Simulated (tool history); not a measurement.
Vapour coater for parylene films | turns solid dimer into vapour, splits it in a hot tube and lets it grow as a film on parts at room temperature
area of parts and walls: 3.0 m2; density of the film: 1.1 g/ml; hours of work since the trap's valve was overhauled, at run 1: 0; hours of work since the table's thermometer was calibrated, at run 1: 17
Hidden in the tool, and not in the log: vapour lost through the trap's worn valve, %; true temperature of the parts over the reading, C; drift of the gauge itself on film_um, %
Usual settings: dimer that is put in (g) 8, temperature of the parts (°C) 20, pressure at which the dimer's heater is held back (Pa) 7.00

run  hour  dimer that is put in (g)  temperature of the parts (°C)  pressure at which the dimer's heater is held back (Pa)  hours of work since the trap's valve was overhauled  hours of work since the table's thermometer was calibrated  thickness of the film (um)
  1   0.0                         8                             20                                                    7.00                                                    0                                                          17                       1.023
  2  13.7                         8                             20                                                    7.00                                                    7                                                          24                       1.018
  3  27.2                         4                             20                                                    7.00                                                   14                                                          31                       0.509
  4  40.9                         4                             20                                                    7.00                                                   21                                                          38                       0.506
  5  53.4                         8                             20                                                    7.00                                                   28                                                          45                       1.014
  6  63.4                         8                             18                                                    7.00                                                   33                                                          50                       1.099
  7  77.6                         9                             18                                                    7.00                                                   40                                                          57                       1.249
  8  91.2                        12                             18                                                    5.56                                                   48                                                          64                       1.752

The next listed run, before its measurement:
  9  100.7                        12                             15                                                    6.45                                                   52                                                          69                           ?

thickness of the film (um): 1.973
Without the tool's hidden state the same run would have given thickness of the film (um) 1.987.

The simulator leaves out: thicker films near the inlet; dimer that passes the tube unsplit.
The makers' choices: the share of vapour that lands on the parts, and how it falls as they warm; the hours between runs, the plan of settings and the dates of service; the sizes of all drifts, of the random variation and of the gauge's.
